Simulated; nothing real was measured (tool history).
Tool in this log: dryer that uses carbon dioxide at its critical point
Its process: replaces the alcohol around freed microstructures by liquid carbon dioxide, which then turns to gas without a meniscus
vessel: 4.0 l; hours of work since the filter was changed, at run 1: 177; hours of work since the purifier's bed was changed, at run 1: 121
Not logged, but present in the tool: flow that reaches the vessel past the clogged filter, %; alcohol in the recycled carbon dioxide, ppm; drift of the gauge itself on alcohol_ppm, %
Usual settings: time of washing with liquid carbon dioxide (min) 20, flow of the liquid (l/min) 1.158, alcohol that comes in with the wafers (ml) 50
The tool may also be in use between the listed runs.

| run | hour | time of washing with liquid carbon dioxide (min) | flow of the liquid (l/min) | alcohol that comes in with the wafers (ml) | hours of work since the filter was changed | hours of work since the purifier's bed was changed | alcohol left in the vessel before it's heated (ppm by volume) |
|---|---|---|---|---|---|---|---|
| 1 | 0 | 20 | 1.158 | 50 | 177 | 121 | 142 |
| 2 | 7.4 | 20 | 1.158 | 33 | 182 | 127 | 107 |
| 3 | 17.1 | 20 | 1.158 | 33 | 189 | 133 | 98 |
| 4 | 26.6 | 20 | 1.158 | 34 | 195 | 140 | 117 |
| 5 | 31.5 | 20 | 1.158 | 34 | 199 | 143 | 99 |
| 6 | 39 | 20 | 1.158 | 34 | 204 | 149 | 108 |
| 7 | 43.8 | 20 | 1.158 | 34 | 207 | 152 | 116 |
| 8 | 49.7 | 20 | 1.158 | 50 | 212 | 156 | 152 |
| 9 | 60.2 | 20 | 1.158 | 39 | 219 | 163 | 136 |
| 10 | 65.9 | 20 | 1.158 | 39 | 223 | 167 | 131 |
| 11 | 75.1 | 20 | 1.158 | 39 | 229 | 174 | 131 |
| 12 | 85.6 | 20 | 0.7 | 39 | 237 | 181 | 602 |
| 13 | 92.5 | 20 | 0.7 | 39 | 241 | 186 | 581 |
| 14 | 98.2 | 20 | 0.7 | 39 | 245 | 190 | 602 |
| 15 | 106.8 | 20 | 1.19 | 39 | 251 | 196 | 123 |
| 16 | 115.4 | 20 | 1.19 | 39 | 257 | 202 | 118 |
| 17 | 126.9 | 20 | 1.96 | 43 | 265 | 210 | 36 |
| 18 | 136.5 | 20 | 1.96 | 43 | 272 | 216 | 45 |
| 19 | 143.5 | 14 | 1.158 | 56 | 277 | 221 | 633 |
| 20 | 151.1 | 14 | 1.158 | 56 | 282 | 226 | 621 |
| 21 | 159.3 | 17 | 1.57 | 36 | 288 | 232 | 91 |
| 22 | 166 | 17 | 1.57 | 36 | 292 | 237 | 89 |
| 23 | 173.2 | 13 | 1.57 | 42 | 297 | 242 | 254 |
| 24 | 183 | 16 | 0.79 | 50 | 304 | 249 | 1060 |
| 25 | 192.6 | 16 | 0.79 | 88 | 311 | 255 | 1838 |
| 26 | 204.2 | 29 | 0.79 | 47 | 319 | 263 | 170 |
| 27 | 210.4 | 26 | 1.67 | 86 | 323 | 268 | 48 |

Each row is a separate what-if for the run after 27, all from the same tool condition, not one after another. Results?
| A | 219 | 20 | 1.8 | 50 | 329 | 273 | ? |
| B | 219 | 20 | 1.97 | 50 | 329 | 273 | ? |
| C | 219 | 26 | 1.13 | 29 | 329 | 273 | ? |
| D | 219 | 15 | 1.67 | 56 | 329 | 273 | ? |

| run | alcohol left in the vessel before it's heated (ppm by volume) |
|---|---|
| A | 61 |
| B | 43 |
| C | 69 |
| D | 159 |
Take away the tool's hidden state, keep each run's random variation, and the runs would have read:
| run | alcohol left in the vessel before it's heated (ppm by volume) |
|---|---|
| A | 15 |
| B | 1 |
| C | 21 |
| D | 79 |

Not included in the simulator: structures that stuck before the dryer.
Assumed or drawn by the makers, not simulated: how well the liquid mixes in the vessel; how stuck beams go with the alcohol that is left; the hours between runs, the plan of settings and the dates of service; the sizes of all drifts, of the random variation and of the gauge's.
